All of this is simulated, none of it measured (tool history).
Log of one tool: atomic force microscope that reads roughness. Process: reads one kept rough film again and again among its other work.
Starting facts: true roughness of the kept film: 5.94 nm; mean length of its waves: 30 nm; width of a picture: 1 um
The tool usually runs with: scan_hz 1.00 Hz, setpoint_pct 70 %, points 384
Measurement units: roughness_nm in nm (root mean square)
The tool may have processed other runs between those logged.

run	hour	scan_hz	setpoint_pct	points	roughness_nm
1	0.0	1.00	70	384	4.047
2	8.0	1.00	70	384	3.965
3	13.7	1.00	65	384	3.981
4	19.0	1.00	65	384	3.945
5	22.9	1.00	70	384	3.907
6	29.5	1.00	70	384	3.854
7	38.1	1.00	70	384	3.778
8	43.9	1.00	70	349	3.732
9	48.2	0.69	70	384	3.794
10	54.3	0.66	70	384	3.748
11	62.8	0.66	70	384	3.670
12	70.4	1.00	70	384	3.597
13	77.5	1.00	70	384	3.558
14	82.2	1.00	70	384	3.538
15	90.3	1.00	70	384	3.465
16	96.1	1.32	67	384	3.413
17	100.2	2.09	60	407	3.397
18	104.1	1.73	70	787	3.316
19	108.7	1.73	70	787	3.303
20	114.7	1.00	69	298	3.365
# hour 118.3: new tip fitted
21	124.3	1.00	55	298	4.517
22	133.1	3.31	70	384	3.961
23	137.3	3.31	70	384	3.929
24	141.6	1.46	59	384	4.303
25	149.9	1.46	59	384	4.239
26	157.9	1.38	72	962	4.052
27	163.5	1.38	72	962	4.015
28	168.6	3.54	68	440	3.750
29	176.5	0.86	70	438	4.048

Consider 3 possible next runs. They are alternatives, not a sequence: every one starts from the tool as it was left by run 29. What does each give?
A	182.6	1.75	82	421	?
B	182.6	1.39	70	384	?
C	182.6	3.53	80	539	?

run	roughness_nm
A	3.627
B	3.919
C	3.298
Had the tool no hidden state, the same runs would have come out as:
run	roughness_nm
A	4.078
B	4.407
C	3.707

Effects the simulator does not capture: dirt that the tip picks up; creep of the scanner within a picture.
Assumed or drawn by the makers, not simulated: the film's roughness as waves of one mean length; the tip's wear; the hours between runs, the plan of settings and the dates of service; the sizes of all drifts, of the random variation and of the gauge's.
